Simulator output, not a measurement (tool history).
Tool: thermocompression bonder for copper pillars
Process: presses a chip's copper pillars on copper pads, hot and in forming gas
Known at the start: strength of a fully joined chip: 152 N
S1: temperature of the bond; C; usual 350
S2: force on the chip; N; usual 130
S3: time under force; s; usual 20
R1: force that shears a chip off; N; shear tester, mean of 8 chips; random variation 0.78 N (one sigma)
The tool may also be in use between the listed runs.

run 1 hour=0.0 | S1=350 S2=130 S3=20 | R1=77.1
run 2 hour=6.0 | S1=350 S2=130 S3=16 | R1=72.4
run 3 hour=11.2 | S1=334 S2=130 S3=16 | R1=60.4
run 4 hour=18.5 | S1=334 S2=130 S3=16 | R1=59.4
run 5 hour=22.5 | S1=350 S2=130 S3=20 | R1=76.5
run 6 hour=27.3 | S1=350 S2=130 S3=20 | R1=77.7
run 7 hour=36.6 | S1=330 S2=130 S3=20 | R1=63.8
run 8 hour=40.5 | S1=350 S2=130 S3=28 | R1=86.5
run 9 hour=46.4 | S1=350 S2=130 S3=28 | R1=87.6
run 10 hour=52.8 | S1=350 S2=130 S3=28 | R1=84.8
run 11 hour=59.5 | S1=350 S2=130 S3=28 | R1=86.3
run 12 hour=64.2 | S1=350 S2=130 S3=20 | R1=75.7
run 13 hour=69.8 | S1=350 S2=186 S3=33 | R1=102.6
run 14 hour=76.2 | S1=379 S2=103 S3=11 | R1=75.2
run 15 hour=83.6 | S1=357 S2=185 S3=46 | R1=116.0
-- hour=86.0 heater calibrated with a thermocouple chip
run 16 hour=89.9 | S1=337 S2=185 S3=46 | R1=101.2
run 17 hour=97.0 | S1=337 S2=185 S3=46 | R1=100.4
-- hour=103.0 heater calibrated with a thermocouple chip, once more
run 18 hour=103.4 | S1=327 S2=172 S3=20 | R1=65.3
run 19 hour=109.6 | S1=320 S2=192 S3=20 | R1=64.0
run 20 hour=118.1 | S1=320 S2=192 S3=20 | R1=64.4
run 21 hour=122.5 | S1=320 S2=192 S3=20 | R1=65.5
run 22 hour=130.9 | S1=367 S2=117 S3=20 | R1=86.0
run 23 hour=136.2 | S1=369 S2=130 S3=43 | R1=109.9
run 24 hour=145.0 | S1=369 S2=130 S3=37 | R1=105.1

Forecast each of these 3 alternatives for the next run:
run A hour=154.1 | S1=359 S2=195 S3=11 | R1=?
run B hour=154.1 | S1=368 S2=180 S3=22 | R1=?
run C hour=154.1 | S1=359 S2=105 S3=20 | R1=?

run=A R1=79.9
run=B R1=102.8
run=C R1=75.5
Without the tool's hidden state the same runs would have given:
run=A R1=83.5
run=B R1=107.3
run=C R1=79.0
